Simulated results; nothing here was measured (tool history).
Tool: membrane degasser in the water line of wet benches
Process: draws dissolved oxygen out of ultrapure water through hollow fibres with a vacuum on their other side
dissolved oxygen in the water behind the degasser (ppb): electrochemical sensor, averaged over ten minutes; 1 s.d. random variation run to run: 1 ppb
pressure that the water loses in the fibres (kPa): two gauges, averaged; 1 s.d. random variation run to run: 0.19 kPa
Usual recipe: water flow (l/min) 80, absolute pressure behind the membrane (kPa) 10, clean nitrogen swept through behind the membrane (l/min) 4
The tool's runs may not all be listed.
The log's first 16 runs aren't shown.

run	hour	water flow (l/min)	absolute pressure behind the membrane (kPa)	clean nitrogen swept through behind the membrane (l/min)	dissolved oxygen in the water behind the degasser (ppb)	pressure that the water loses in the fibres (kPa)
17	3478.5	80	10	5.18	241.2	41.19
# hour 3540.4: seals of the vacuum lines changed
18	3616.4	59	20.7	5.18	445.6	30.6
19	3771.3	105	14.5	4	613.9	54.36
20	4033.1	105	23.5	4	1040.4	54.89
21	4338.5	105	23.5	4	1036.2	54.94
22	4641.8	105	23.5	4	1037.3	55.23
23	4978.5	105	23.5	4	1036.6	55.02
24	5292.3	89	19.6	3.45	849.5	46.95
25	5481.3	89	19.6	3.45	847.8	47.17
26	5646.9	89	19.6	3.45	852.9	47.3
27	5930.1	89	19.6	3.45	847.5	47.21
28	6067.3	80	19.2	10.68	287.5	42.62
29	6297	80	11	4	351.3	42.62
30	6504.6	80	11	4	350.7	42.98
31	6791.8	80	11	4	354.2	43.04
32	7093.3	99	11	1.92	749.1	53.34

4 ways to go on from here, each from the tool as it stands after run 32. What would each give?
A	7422	80	10	10.17	?	?
B	7422	80	10	4.77	?	?
C	7422	122	18.9	8.56	?	?
D	7422	99	19.5	2.21	?	?

run	dissolved oxygen in the water behind the degasser (ppb)	pressure that the water loses in the fibres (kPa)
A	136.9	43.49
B	268.3	43.52
C	518.3	66.26
D	1281.4	53.55
Without the tool's unlogged condition, the same runs would have read:
run	dissolved oxygen in the water behind the degasser (ppb)	pressure that the water loses in the fibres (kPa)
A	127.8	39.1
B	252.9	39.15
C	496.9	59.58
D	1253.4	48.15

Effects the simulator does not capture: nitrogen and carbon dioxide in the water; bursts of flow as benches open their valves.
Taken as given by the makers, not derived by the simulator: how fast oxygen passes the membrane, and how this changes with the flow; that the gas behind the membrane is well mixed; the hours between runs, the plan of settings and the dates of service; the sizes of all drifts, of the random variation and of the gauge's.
